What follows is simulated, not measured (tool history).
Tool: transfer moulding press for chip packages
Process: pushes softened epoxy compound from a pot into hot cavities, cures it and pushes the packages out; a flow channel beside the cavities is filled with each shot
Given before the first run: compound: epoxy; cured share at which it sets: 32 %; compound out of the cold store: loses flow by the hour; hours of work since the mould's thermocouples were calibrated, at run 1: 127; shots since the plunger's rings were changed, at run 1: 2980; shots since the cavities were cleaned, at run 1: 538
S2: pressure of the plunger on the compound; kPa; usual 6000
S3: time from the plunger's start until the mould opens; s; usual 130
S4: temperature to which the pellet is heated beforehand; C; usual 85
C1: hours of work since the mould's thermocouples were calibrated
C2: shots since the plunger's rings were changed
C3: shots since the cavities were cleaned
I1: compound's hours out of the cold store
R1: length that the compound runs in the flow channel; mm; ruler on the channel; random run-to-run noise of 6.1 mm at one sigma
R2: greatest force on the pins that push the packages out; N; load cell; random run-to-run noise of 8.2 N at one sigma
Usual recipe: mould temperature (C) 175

Run 1, hour 0.0: usual settings; C1 127; C2 2980; C3 538; I1 44.9. Result: R1 761 mm, R2 554 N.
Run 2, hour 10.8: usual settings; C1 134; C2 3083; C3 641; I1 24.0. Result: R1 833 mm, R2 589 N.
Run 3, hour 31.2: usual settings; C1 147; C2 3277; C3 835; I1 12.8. Result: R1 887 mm, R2 611 N.
Run 4, hour 42.7: usual settings; C1 154; C2 3386; C3 944; I1 23.4. Result: R1 834 mm, R2 603 N.
At hour 68.9: cavities cleaned with cleaning compound and waxed.
Run 5, hour 68.9: usual settings but S4 86 C; C1 169; C2 3620; C3 0; I1 36.1. Result: R1 785 mm, R2 374 N.
Run 6, hour 88.0: usual settings; C1 181; C2 3802; C3 182; I1 40.5. Result: R1 786 mm, R2 460 N.
At hour 104.1: plunger's sealing rings changed.
Run 7, hour 113.9: usual settings; C1 196; C2 93; C3 404; I1 22.8. Result: R1 878 mm, R2 555 N.
Run 8, hour 135.0: usual settings but S4 83 C; C1 209; C2 294; C3 605; I1 23.5. Result: R1 884 mm, R2 584 N.
Run 9, hour 147.5: usual settings but S3 137 s; C1 217; C2 413; C3 724; I1 25.5. Result: R1 870 mm, R2 568 N.
Run 10, hour 171.5: usual settings but S3 137 s; C1 232; C2 641; C3 952; I1 17.4. Result: R1 891 mm, R2 606 N.
Run 11, hour 193.9: usual settings but S3 137 s; C1 246; C2 854; C3 1165; I1 29.0. Result: R1 849 mm, R2 602 N.
At hour 197.2: cavities cleaned with cleaning compound and waxed.
Run 12, hour 208.5: usual settings but S3 137 s; C1 255; C2 978; C3 107; I1 47.2. Result: R1 774 mm, R2 433 N.

Run 13 has not been measured yet. What should we expect?
Run 13, hour 225.1: usual settings but mould temperature (C) 170, S2 6850 kPa, S3 155 s, S4 79 C; C1 265; C2 1136; C3 265; I1 10.0. Result: R1 ?, R2 ?.

Run 13 yielded R1 1016 mm, R2 514 N.
Without the tool's hidden state the same run would have given R1 1025 mm, R2 361 N.

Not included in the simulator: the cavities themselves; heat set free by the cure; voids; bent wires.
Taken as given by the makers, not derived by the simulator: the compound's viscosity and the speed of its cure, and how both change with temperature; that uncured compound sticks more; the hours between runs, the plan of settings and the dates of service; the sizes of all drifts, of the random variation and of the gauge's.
